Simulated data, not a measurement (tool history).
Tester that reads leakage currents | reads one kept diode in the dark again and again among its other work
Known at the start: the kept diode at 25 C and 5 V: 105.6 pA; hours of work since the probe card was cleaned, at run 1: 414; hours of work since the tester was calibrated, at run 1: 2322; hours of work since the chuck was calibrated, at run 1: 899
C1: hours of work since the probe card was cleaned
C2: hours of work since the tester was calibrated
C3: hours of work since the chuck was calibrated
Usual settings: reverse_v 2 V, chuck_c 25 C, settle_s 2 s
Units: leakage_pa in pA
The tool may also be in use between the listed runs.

Run 1, hour 0: usual settings; C1 414; C2 2322; C3 899. Result: leakage_pa 78.15 pA.
Run 2, hour 235.2: usual settings but settle_s 0.96 s; C1 572; C2 2481; C3 1058. Result: leakage_pa 78.37 pA.
Run 3, hour 349.5: usual settings but settle_s 0.96 s; C1 650; C2 2558; C3 1135. Result: leakage_pa 78.27 pA.
At hour 447.3: chuck's temperature calibrated.
Run 4, hour 461.7: usual settings; C1 724; C2 2633; C3 10. Result: leakage_pa 78.32 pA.
Run 5, hour 683.5: usual settings but reverse_v 1.19 V; C1 874; C2 2782; C3 159. Result: leakage_pa 65.97 pA.
Run 6, hour 851.2: usual settings; C1 987; C2 2895; C3 273. Result: leakage_pa 78.39 pA.
Run 7, hour 1029.1: usual settings; C1 1107; C2 3016; C3 393. Result: leakage_pa 78.49 pA.
Run 8, hour 1185.5: usual settings but settle_s 1.13 s; C1 1213; C2 3121; C3 498. Result: leakage_pa 78.74 pA.
Run 9, hour 1389: usual settings but settle_s 1.13 s; C1 1350; C2 3259; C3 636. Result: leakage_pa 78.01 pA.
Run 10, hour 1602.8: usual settings but settle_s 1.13 s; C1 1494; C2 3403; C3 780. Result: leakage_pa 78.17 pA.
Run 11, hour 1787.2: usual settings but settle_s 1.13 s; C1 1619; C2 3527; C3 905. Result: leakage_pa 78.47 pA.
Run 12, hour 1930.5: usual settings but settle_s 1.13 s; C1 1716; C2 3624; C3 1001. Result: leakage_pa 78.53 pA.
Run 13, hour 2163.3: usual settings but settle_s 1.13 s; C1 1873; C2 3781; C3 1159. Result: leakage_pa 78.21 pA.
At hour 2219.4: chuck's temperature calibrated.
Run 14, hour 2319.8: usual settings; C1 1977; C2 3886; C3 68. Result: leakage_pa 78.21 pA.
Run 15, hour 2452.7: usual settings but chuck_c 46 C; C1 2067; C2 3975; C3 157. Result: leakage_pa 336.39 pA.
Run 16, hour 2619.3: usual settings but chuck_c 46 C; C1 2179; C2 4088; C3 270. Result: leakage_pa 336.48 pA.
Run 17, hour 2743.8: usual settings but chuck_c 29 C; C1 2263; C2 4172; C3 354. Result: leakage_pa 104.56 pA.
Run 18, hour 2970.6: usual settings but chuck_c 29 C; C1 2416; C2 4325; C3 507. Result: leakage_pa 104.93 pA.
At hour 2990.4: tester calibrated.
Run 19, hour 3226.5: usual settings but chuck_c 29 C; C1 2588; C2 159; C3 679. Result: leakage_pa 105.11 pA.
Run 20, hour 3335.6: usual settings but chuck_c 57 C; C1 2661; C2 233; C3 752. Result: leakage_pa 672.88 pA.
Run 21, hour 3469.1: usual settings but reverse_v 9.86 V; C1 2752; C2 323; C3 842. Result: leakage_pa 133.04 pA.
Run 22, hour 3610.3: usual settings but reverse_v 9.86 V; C1 2847; C2 418; C3 938. Result: leakage_pa 132.82 pA.
Run 23, hour 3768.7: usual settings but chuck_c 21 C, settle_s 3.88 s; C1 2954; C2 525; C3 1045. Result: leakage_pa 57.84 pA.
Run 24, hour 3951: usual settings but reverse_v 7.58 V, chuck_c 47 C, settle_s 0.54 s; C1 3077; C2 649; C3 1168. Result: leakage_pa 559.9 pA.
At hour 4011.9: chuck's temperature calibrated.
Run 25, hour 4212.5: usual settings but reverse_v 7.58 V, chuck_c 47 C, settle_s 0.54 s; C1 3252; C2 824; C3 135. Result: leakage_pa 561.28 pA.
Run 26, hour 4459.7: usual settings but settle_s 9.83 s; C1 3419; C2 991; C3 302. Result: leakage_pa 78.26 pA.
At hour 4578.2: probe card cleaned and baked.
Run 27, hour 4578.5: usual settings but settle_s 8.36 s; C1 0; C2 1069; C3 381. Result: leakage_pa 77.94 pA.
Run 28, hour 4830.6: usual settings but reverse_v 1.54 V, chuck_c 26 C, settle_s 0.34 s; C1 170; C2 1239; C3 551. Result: leakage_pa 77.97 pA.
Run 29, hour 4967.9: usual settings but reverse_v 1.79 V, chuck_c 27 C, settle_s 0.92 s; C1 263; C2 1332; C3 643. Result: leakage_pa 87.52 pA.
Run 30, hour 5185.4: usual settings but reverse_v 1.08 V, chuck_c 45 C, settle_s 0.54 s; C1 410; C2 1479; C3 790. Result: leakage_pa 256.69 pA.
Run 31, hour 5362.9: usual settings but reverse_v 1.08 V, chuck_c 45 C, settle_s 0.54 s; C1 530; C2 1598; C3 910. Result: leakage_pa 257.35 pA.
Run 32, hour 5597.8: usual settings but reverse_v 1.43 V, chuck_c 28 C, settle_s 1.76 s; C1 688; C2 1757; C3 1069. Result: leakage_pa 87.37 pA.
Run 33, hour 5721.3: usual settings but reverse_v 1.43 V, chuck_c 24 C, settle_s 0.36 s; C1 772; C2 1840; C3 1152. Result: leakage_pa 65.3 pA.
At hour 5790.8: chuck's temperature calibrated.
Run 34, hour 5859.6: usual settings but reverse_v 1.43 V, chuck_c 24 C, settle_s 0.36 s; C1 864; C2 1932; C3 46. Result: leakage_pa 65.69 pA.
Run 35, hour 6044.2: usual settings but reverse_v 7.72 V, chuck_c 52 C, settle_s 2.61 s; C1 988; C2 2057; C3 171. Result: leakage_pa 773.61 pA.
Run 36, hour 6241.1: usual settings but reverse_v 7.72 V, chuck_c 52 C, settle_s 2.61 s; C1 1121; C2 2190; C3 304. Result: leakage_pa 771.8 pA.
Run 37, hour 6359.4: usual settings but reverse_v 2.84 V, chuck_c 59 C, settle_s 0.31 s; C1 1201; C2 2270; C3 384. Result: leakage_pa 851.49 pA.

Hidden state or all else? Some run-to-run changes of leakage_pa, split into what the settings, what came in and random variation would give without the hidden state, and what is left for the hidden state (with any gauge scatter that isn't in both results):
The hidden state here: stray current of the dirty probe card, pA a volt; current scale over the true one, %; true chuck temperature over the reading, C; drift of the gauge itself on leakage_pa, %.
Run 19 -> 20: chuck_c 29 -> 57. leakage_pa +567.77 pA: hidden state -0.29, all else +568.06.
Run 20 -> 21: reverse_v 2 -> 9.86, chuck_c 57 -> 25. leakage_pa -539.84 pA: hidden state +0.33, all else -540.17.
Run 23 -> 24: reverse_v 2 -> 7.58, chuck_c 21 -> 47, settle_s 3.88 -> 0.54. leakage_pa +502.06 pA: hidden state -0.35, all else +502.41.
Run 24 -> 25: chuck's temperature calibrated. leakage_pa +1.38 pA: hidden state +0.42, all else +0.96.
Run 34 -> 35: reverse_v 1.43 -> 7.72, chuck_c 24 -> 52, settle_s 0.36 -> 2.61. leakage_pa +707.92 pA: hidden state -0.05, all else +707.97.
